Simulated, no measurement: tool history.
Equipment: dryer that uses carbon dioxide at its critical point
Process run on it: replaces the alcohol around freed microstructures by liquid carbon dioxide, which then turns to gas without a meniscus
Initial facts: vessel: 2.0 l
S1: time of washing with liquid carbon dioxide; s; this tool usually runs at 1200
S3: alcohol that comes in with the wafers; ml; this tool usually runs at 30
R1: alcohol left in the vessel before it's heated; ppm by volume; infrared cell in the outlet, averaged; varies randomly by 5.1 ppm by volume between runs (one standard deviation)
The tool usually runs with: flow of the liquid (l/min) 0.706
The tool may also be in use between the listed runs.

Run 1, hour 0.0: usual settings. Result: R1 209 ppm by volume.
Run 2, hour 40.3: usual settings. Result: R1 218 ppm by volume.
Run 3, hour 59.0: usual settings but S3 25 ml. Result: R1 202 ppm by volume.
Run 4, hour 90.5: usual settings but S1 1320 s, S3 25 ml. Result: R1 176 ppm by volume.
Run 5, hour 117.0: usual settings but S1 1320 s, S3 25 ml. Result: R1 191 ppm by volume.
Run 6, hour 158.4: usual settings. Result: R1 259 ppm by volume.
At hour 164.6: inlet filter changed.
Run 7, hour 202.2: usual settings. Result: R1 212 ppm by volume.
Run 8, hour 239.7: usual settings but S1 1620 s. Result: R1 162 ppm by volume.
Run 9, hour 267.4: usual settings but S1 1620 s. Result: R1 154 ppm by volume.
Run 10, hour 292.9: usual settings but S1 1620 s. Result: R1 170 ppm by volume.
Run 11, hour 335.2: usual settings but S1 1380 s. Result: R1 190 ppm by volume.
At hour 355.2: purifier's bed changed.
Run 12, hour 356.6: usual settings but S1 1380 s, flow of the liquid (l/min) 0.780, S3 75 ml. Result: R1 47 ppm by volume.
Run 13, hour 389.9: usual settings but S1 840 s, flow of the liquid (l/min) 0.780, S3 50 ml. Result: R1 436 ppm by volume.
Run 14, hour 430.9: usual settings but S1 840 s, flow of the liquid (l/min) 0.780, S3 50 ml. Result: R1 453 ppm by volume.
Run 15, hour 463.4: usual settings but S1 840 s, flow of the liquid (l/min) 0.604, S3 58 ml. Result: R1 1299 ppm by volume.
Run 16, hour 501.7: usual settings but S1 840 s, flow of the liquid (l/min) 0.614, S3 23 ml. Result: R1 522 ppm by volume.
Run 17, hour 528.1: usual settings but flow of the liquid (l/min) 0.641. Result: R1 176 ppm by volume.
Run 18, hour 550.0: usual settings but flow of the liquid (l/min) 0.774. Result: R1 88 ppm by volume.
Run 19, hour 570.9: usual settings but flow of the liquid (l/min) 0.948, S3 79 ml. Result: R1 79 ppm by volume.
Run 20, hour 611.4: usual settings but S1 1140 s, S3 28 ml. Result: R1 143 ppm by volume.
Run 21, hour 652.9: usual settings but S1 1560 s, flow of the liquid (l/min) 0.962, S3 31 ml. Result: R1 49 ppm by volume.

Here are 5 independent what-if runs from the current tool condition. What would each one return?
Run A, hour 693.1: usual settings but flow of the liquid (l/min) 0.427, S3 63 ml. Result: R1 ?.
Run B, hour 693.1: usual settings but S1 1740 s, flow of the liquid (l/min) 0.804, S3 35 ml. Result: R1 ?.
Run C, hour 693.1: usual settings but S1 840 s, S3 48 ml. Result: R1 ?.
Run D, hour 693.1: usual settings but S1 1020 s, flow of the liquid (l/min) 0.962, S3 31 ml. Result: R1 ?.
Run E, hour 693.1: usual settings but S1 1440 s, S3 35 ml. Result: R1 ?.

run    R1
  A  1524
  B    45
  C   804
  D    91
  E    97
The same runs, with their run-to-run variation unchanged, on a tool lacking any hidden condition would have given:
run    R1
  A  1021
  B     0
  C   503
  D    23
  E    29

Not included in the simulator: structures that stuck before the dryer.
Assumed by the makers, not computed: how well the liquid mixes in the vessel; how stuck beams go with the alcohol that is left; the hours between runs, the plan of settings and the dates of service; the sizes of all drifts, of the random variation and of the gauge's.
